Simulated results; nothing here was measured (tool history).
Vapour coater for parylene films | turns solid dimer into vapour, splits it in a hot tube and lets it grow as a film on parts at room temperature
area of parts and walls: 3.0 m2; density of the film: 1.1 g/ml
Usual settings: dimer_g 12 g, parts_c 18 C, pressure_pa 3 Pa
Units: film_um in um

Run 1, day 0: usual settings. Result: film_um 2.85 um.
Run 2, day 0.712: usual settings. Result: film_um 2.86 um.
Run 3, day 1.608: usual settings. Result: film_um 2.85 um.
Run 4, day 2.408: usual settings. Result: film_um 2.85 um.
Run 5, day 3.158: usual settings. Result: film_um 2.85 um.
Run 6, day 3.958: usual settings. Result: film_um 2.86 um.
Run 7, day 4.8: usual settings. Result: film_um 2.86 um.
Run 8, day 5.633: usual settings but dimer_g 6 g, pressure_pa 9.5 Pa. Result: film_um 1.26 um.
Run 9, day 6.388: usual settings but parts_c 20 C, pressure_pa 9.07 Pa. Result: film_um 2.44 um.
Run 10, day 6.958: usual settings but dimer_g 6 g, pressure_pa 5.48 Pa. Result: film_um 1.34 um.
Run 11, day 7.521: usual settings but dimer_g 15 g, parts_c 11 C, pressure_pa 8.1 Pa. Result: film_um 3.73 um.

4 ways to go on from here, each from the tool as it stands after run 11. What would each give?
Run A, day 8.629: usual settings but dimer_g 15 g, parts_c 12 C, pressure_pa 8.1 Pa. Result: film_um ?.
Run B, day 8.629: usual settings but dimer_g 7 g, parts_c 13 C, pressure_pa 3.87 Pa. Result: film_um ?.
Run C, day 8.629: usual settings but dimer_g 9 g, parts_c 11 C, pressure_pa 8.1 Pa. Result: film_um ?.
Run D, day 8.629: usual settings but parts_c 12 C, pressure_pa 2.16 Pa. Result: film_um ?.

run  film_um
  A     3.63
  B      1.8
  C     2.22
  D     3.31
Without the tool's hidden state the same runs would have given:
run  film_um
  A     3.69
  B     1.83
  C     2.26
  D     3.36

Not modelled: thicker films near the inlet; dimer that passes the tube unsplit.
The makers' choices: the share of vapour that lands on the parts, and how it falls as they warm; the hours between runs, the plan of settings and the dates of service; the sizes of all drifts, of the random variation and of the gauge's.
